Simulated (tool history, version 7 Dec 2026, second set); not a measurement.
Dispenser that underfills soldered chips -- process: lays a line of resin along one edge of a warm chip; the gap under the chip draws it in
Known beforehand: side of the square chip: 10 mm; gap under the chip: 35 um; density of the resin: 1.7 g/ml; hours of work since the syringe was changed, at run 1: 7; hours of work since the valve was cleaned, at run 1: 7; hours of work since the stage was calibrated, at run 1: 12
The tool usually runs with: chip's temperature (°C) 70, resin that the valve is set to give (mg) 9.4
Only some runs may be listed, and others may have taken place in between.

| run | hour | chip's temperature (°C) | resin that the valve is set to give (mg) | hours of work since the syringe was changed | hours of work since the valve was cleaned | hours of work since the stage was calibrated | time until the resin shows at the far edge (s) | resin that the valve gave (mg) |
|---|---|---|---|---|---|---|---|---|
| 1 | 0 | 70 | 9.4 | 7 | 7 | 12 | 385.9 | 9.41 |
|  | 2.8 | new syringe of resin |
| 2 | 6.8 | 70 | 9.4 | 3 | 12 | 17 | 301 | 9.35 |
| 3 | 11.2 | 70 | 9.4 | 6 | 16 | 20 | 358.5 | 9.37 |
|  | 15.3 | new syringe of resin |
| 4 | 20.1 | 70 | 9.4 | 4 | 22 | 27 | 301.6 | 9.21 |
|  | 27.9 | new syringe of resin |
| 5 | 28.1 | 68 | 9.4 | 0 | 28 | 32 | 270 | 9.22 |
| 6 | 34.1 | 68 | 9.4 | 5 | 32 | 37 | 369 | 9.17 |
|  | 40.3 | new syringe of resin |
| 7 | 40.3 | 59 | 9.4 | 0 | 37 | 41 | 440.9 | 9.15 |
| 8 | 47.7 | 70 | 9.4 | 6 | 42 | 47 | 348.4 | 9.15 |
|  | 52.7 | new syringe of resin |
| 9 | 54.4 | 70 | 9.4 | 1 | 47 | 52 | 257.7 | 9.08 |
|  | 56.8 | dispensing valve cleaned and set on the balance |
| 10 | 62.7 | 70 | 9.4 | 7 | 4 | 57 | 376.7 | 9.44 |
|  | 66.4 | new syringe of resin |
| 11 | 71.3 | 70 | 9.4 | 4 | 11 | 64 | 303 | 9.31 |
|  | 78.9 | new syringe of resin |
| 12 | 80.7 | 70 | 9.4 | 1 | 18 | 70 | 264.8 | 9.24 |
| 13 | 85.7 | 70 | 9.4 | 5 | 21 | 74 | 340.4 | 9.3 |
| 14 | 90.8 | 70 | 9.4 | 9 | 25 | 78 | 440.6 | 9.25 |
|  | 91.7 | new syringe of resin |
| 15 | 100.4 | 70 | 9.4 | 7 | 32 | 85 | 372.8 | 9.2 |
|  | 104.2 | new syringe of resin |
| 16 | 110 | 70 | 10.08 | 4 | 39 | 92 | 320.6 | 9.82 |
|  | 116.6 | new syringe of resin |
| 17 | 118.3 | 70 | 10.08 | 1 | 45 | 98 | 272 | 9.81 |
|  | 123.5 | dispensing valve cleaned and set on the balance |
| 18 | 128.1 | 70 | 10.08 | 8 | 3 | 105 | 398.7 | 10.06 |
|  | 130.1 | new syringe of resin |
| 19 | 138.1 | 70 | 10.08 | 6 | 11 | 112 | 367.3 | 9.98 |
|  | 142.7 | new syringe of resin |
| 20 | 145.1 | 73 | 9.66 | 2 | 16 | 117 | 234.4 | 9.58 |
| 21 | 151.2 | 70 | 11.14 | 6 | 20 | 122 | 372.2 | 10.91 |
|  | 155 | new syringe of resin |
| 22 | 155.8 | 70 | 8.8 | 1 | 24 | 125 | 255.4 | 8.65 |
| 23 | 165.5 | 70 | 8.8 | 8 | 31 | 132 | 410.4 | 8.57 |
|  | 167.5 | new syringe of resin |
| 24 | 170.4 | 66 | 10.28 | 2 | 34 | 136 | 344.7 | 10.04 |
| 25 | 178.2 | 56 | 10.66 | 8 | 40 | 141 | 897.5 | 10.34 |
|  | 180.4 | new syringe of resin |
| 26 | 187.9 | 82 | 11.37 | 6 | 47 | 149 | 190.8 | 10.89 |
|  | 189.8 | dispensing valve cleaned and set on the balance |
|  | 194 | new syringe of resin |
| 27 | 198.1 | 60 | 10.68 | 3 | 6 | 155 | 508.1 | 10.66 |
|  | 206.7 | new syringe of resin |
| 28 | 208.2 | 60 | 11.07 | 1 | 13 | 163 | 446.4 | 10.94 |
| 29 | 216.5 | 60 | 11.07 | 7 | 20 | 169 | 675.9 | 10.9 |
|  | 219.3 | new syringe of resin |
| 30 | 222.5 | 73 | 10.63 | 2 | 24 | 173 | 247.9 | 10.42 |
| 31 | 228.1 | 55 | 10.86 | 7 | 28 | 177 | 864 | 10.61 |
|  | 231.7 | new syringe of resin |
| 32 | 238.1 | 55 | 10.86 | 5 | 35 | 185 | 757.5 | 10.54 |
|  | 244.7 | new syringe of resin |
| 33 | 247.8 | 57 | 9.13 | 2 | 43 | 192 | 580 | 8.88 |
| 34 | 254.4 | 57 | 9.13 | 7 | 48 | 197 | 798.7 | 8.84 |
|  | 256.1 | dispensing valve cleaned and set on the balance |
|  | 258.4 | new syringe of resin |
| 35 | 261.5 | 80 | 9.03 | 2 | 4 | 201 | 174.4 | 9.03 |

4 ways to go on from here, each from the tool as it stands after run 35. What would each give?
|  | 270.7 | new syringe of resin |
| A | 271.3 | 58 | 8.82 | 0 | 11 | 208 | ? | ? |
|  | 270.7 | new syringe of resin |
| B | 271.3 | 75 | 9.03 | 0 | 11 | 208 | ? | ? |
|  | 270.7 | new syringe of resin |
| C | 271.3 | 62 | 11.75 | 0 | 11 | 208 | ? | ? |
|  | 270.7 | new syringe of resin |
| D | 271.3 | 75 | 8.17 | 0 | 11 | 208 | ? | ? |

| run | time until the resin shows at the far edge (s) | resin that the valve gave (mg) |
|---|---|---|
| A | 494.4 | 8.77 |
| B | 198.4 | 8.97 |
| C | 385.5 | 11.69 |
| D | 201.3 | 8.09 |
Take away the tool's hidden state, keep each run's random variation, and the runs would have read:
| run | time until the resin shows at the far edge (s) | resin that the valve gave (mg) |
|---|---|---|
| A | 476.8 | 8.83 |
| B | 191.7 | 9.04 |
| C | 372.2 | 11.78 |
| D | 194.3 | 8.14 |
